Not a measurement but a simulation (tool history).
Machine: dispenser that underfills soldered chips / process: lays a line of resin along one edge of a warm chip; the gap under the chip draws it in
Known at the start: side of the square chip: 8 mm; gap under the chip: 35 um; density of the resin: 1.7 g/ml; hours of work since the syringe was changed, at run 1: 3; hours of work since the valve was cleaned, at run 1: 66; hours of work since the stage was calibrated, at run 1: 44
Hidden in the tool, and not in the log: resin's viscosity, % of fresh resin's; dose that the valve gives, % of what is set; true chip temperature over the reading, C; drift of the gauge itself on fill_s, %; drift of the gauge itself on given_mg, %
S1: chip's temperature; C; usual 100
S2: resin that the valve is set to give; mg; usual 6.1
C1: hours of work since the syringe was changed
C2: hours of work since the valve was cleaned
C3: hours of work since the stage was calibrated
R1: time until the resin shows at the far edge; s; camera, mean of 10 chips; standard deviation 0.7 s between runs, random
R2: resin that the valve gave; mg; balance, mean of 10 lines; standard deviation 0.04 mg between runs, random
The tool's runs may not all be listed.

| run | hour | S1 | S2 | C1 | C2 | C3 | R1 | R2 |
|---|---|---|---|---|---|---|---|---|
| 1 | 0 | 100 | 6.1 | 3 | 66 | 44 | 77.5 | 5.93 |
|  | 6.9 | new syringe of resin |
| 2 | 7.8 | 100 | 6.1 | 1 | 72 | 50 | 66.7 | 5.91 |
|  | 17.5 | new syringe of resin |
| 3 | 18.9 | 100 | 6.1 | 1 | 80 | 58 | 68.8 | 5.94 |
|  | 27.3 | new syringe of resin |
| 4 | 28.8 | 100 | 6.1 | 1 | 87 | 65 | 70.3 | 5.88 |
|  | 38 | new syringe of resin |
| 5 | 39.3 | 100 | 6.14 | 1 | 95 | 72 | 68 | 5.86 |
|  | 47.8 | new syringe of resin |
| 6 | 47.8 | 100 | 6.14 | 0 | 101 | 78 | 65.3 | 5.88 |
|  | 57.6 | new syringe of resin |
| 7 | 59.7 | 100 | 6.14 | 2 | 109 | 87 | 71.7 | 5.83 |
|  | 67.3 | new syringe of resin |
| 8 | 74.6 | 106 | 6.1 | 5 | 120 | 98 | 73.2 | 5.8 |
|  | 77.5 | new syringe of resin |
| 9 | 86.8 | 106 | 6.1 | 7 | 129 | 107 | 85.4 | 5.77 |
|  | 88.5 | new syringe of resin |
|  | 98.4 | new syringe of resin |
| 10 | 103.5 | 103 | 6.1 | 4 | 141 | 119 | 74.8 | 5.71 |
|  | 108.7 | new syringe of resin |
| 11 | 114.1 | 100 | 6.1 | 4 | 149 | 126 | 87.6 | 5.65 |
|  | 117.8 | dispensing valve cleaned and set on the balance |
|  | 119.9 | new syringe of resin |
| 12 | 123.1 | 100 | 6.1 | 2 | 4 | 132 | 76.6 | 6 |
|  | 130.2 | new syringe of resin |
| 13 | 132 | 100 | 6.1 | 1 | 10 | 138 | 70 | 6 |
|  | 140.1 | new syringe of resin |
| 14 | 141.6 | 94 | 6.1 | 1 | 17 | 145 | 88.8 | 6.05 |
|  | 150.3 | new syringe of resin |
| 15 | 157.2 | 94 | 6.1 | 5 | 28 | 157 | 122.7 | 5.99 |
|  | 160.9 | new syringe of resin |
|  | 170.7 | new syringe of resin |
| 16 | 172.6 | 100 | 5.55 | 1 | 39 | 167 | 71.5 | 5.5 |
|  | 181.9 | new syringe of resin |
| 17 | 186.6 | 112 | 6.1 | 4 | 49 | 178 | 49.4 | 6.01 |
|  | 192.6 | new syringe of resin |
| 18 | 195.4 | 112 | 6.1 | 2 | 56 | 184 | 45.4 | 5.98 |
|  | 203.2 | new syringe of resin |
|  | 212.9 | new syringe of resin |
| 19 | 212.9 | 108 | 6.1 | 0 | 68 | 197 | 46.1 | 5.95 |
|  | 222.8 | new syringe of resin |
| 20 | 230.1 | 88 | 7.86 | 5 | 81 | 209 | 159.3 | 7.66 |
|  | 233.5 | new syringe of resin |
| 21 | 242.2 | 105 | 6.1 | 6 | 90 | 218 | 85.1 | 5.87 |
|  | 243.5 | new syringe of resin |
|  | 254.3 | new syringe of resin |
| 22 | 255 | 114 | 6.1 | 0 | 99 | 227 | 38.1 | 5.87 |
|  | 265.1 | new syringe of resin |
| 23 | 266.2 | 100 | 5.44 | 1 | 107 | 235 | 68.7 | 5.21 |
|  | 276 | new syringe of resin |
| 24 | 276.6 | 100 | 5.44 | 0 | 114 | 242 | 67.2 | 5.18 |
|  | 286.3 | new syringe of resin |
| 25 | 289.5 | 89 | 7.09 | 2 | 124 | 252 | 124.2 | 6.71 |
|  | 296 | new syringe of resin |
| 26 | 303.5 | 87 | 7.01 | 6 | 134 | 262 | 167.9 | 6.64 |
|  | 306.1 | new syringe of resin |
| 27 | 314.5 | 100 | 7.32 | 6 | 142 | 270 | 103.8 | 6.88 |
|  | 316.1 | new syringe of resin |
|  | 326.5 | new syringe of resin |
|  | 327.5 | dispensing valve cleaned and set on the balance |
| 28 | 327.5 | 111 | 7.69 | 0 | 0 | 278 | 40.1 | 7.7 |
| 29 | 336.1 | 86 | 6.53 | 6 | 6 | 285 | 188.3 | 6.56 |
|  | 337.5 | new syringe of resin |
|  | 347.3 | new syringe of resin |
| 30 | 348.2 | 103 | 7.1 | 1 | 15 | 293 | 59.1 | 7.1 |
|  | 357.8 | new syringe of resin |
| 31 | 358.6 | 111 | 7.57 | 1 | 22 | 301 | 42.5 | 7.52 |
|  | 367.6 | new syringe of resin |
| 32 | 373.8 | 111 | 7.57 | 5 | 33 | 312 | 56.6 | 7.46 |
|  | 377.8 | new syringe of resin |
|  | 387.6 | new syringe of resin |
|  | 389.7 | stage's temperature calibrated |
| 33 | 391.1 | 88 | 6.1 | 2 | 45 | 1 | 127 | 6.02 |
|  | 399.8 | new syringe of resin |
| 34 | 404.6 | 88 | 6.1 | 4 | 55 | 11 | 142.4 | 5.99 |

4 ways to go on from here, each from the tool as it stands after run 34. What would each give?
|  | 409.8 | new syringe of resin |
| A | 414.4 | 100 | 5.23 | 3 | 62 | 18 | ? | ? |
|  | 409.8 | new syringe of resin |
| B | 414.4 | 104 | 7.07 | 3 | 62 | 18 | ? | ? |
|  | 409.8 | new syringe of resin |
| C | 414.4 | 102 | 5.72 | 3 | 62 | 18 | ? | ? |
|  | 409.8 | new syringe of resin |
| D | 414.4 | 105 | 6.57 | 3 | 62 | 18 | ? | ? |

| run | R1 | R2 |
|---|---|---|
| A | 86.2 | 5.13 |
| B | 69.3 | 6.86 |
| C | 77.7 | 5.6 |
| D | 67.8 | 6.39 |
With the hidden condition removed and each run's random variation left untouched, the same runs would have given:
| run | R1 | R2 |
|---|---|---|
| A | 65.1 | 5.26 |
| B | 52.5 | 7.04 |
| C | 58.9 | 5.74 |
| D | 51.6 | 6.55 |
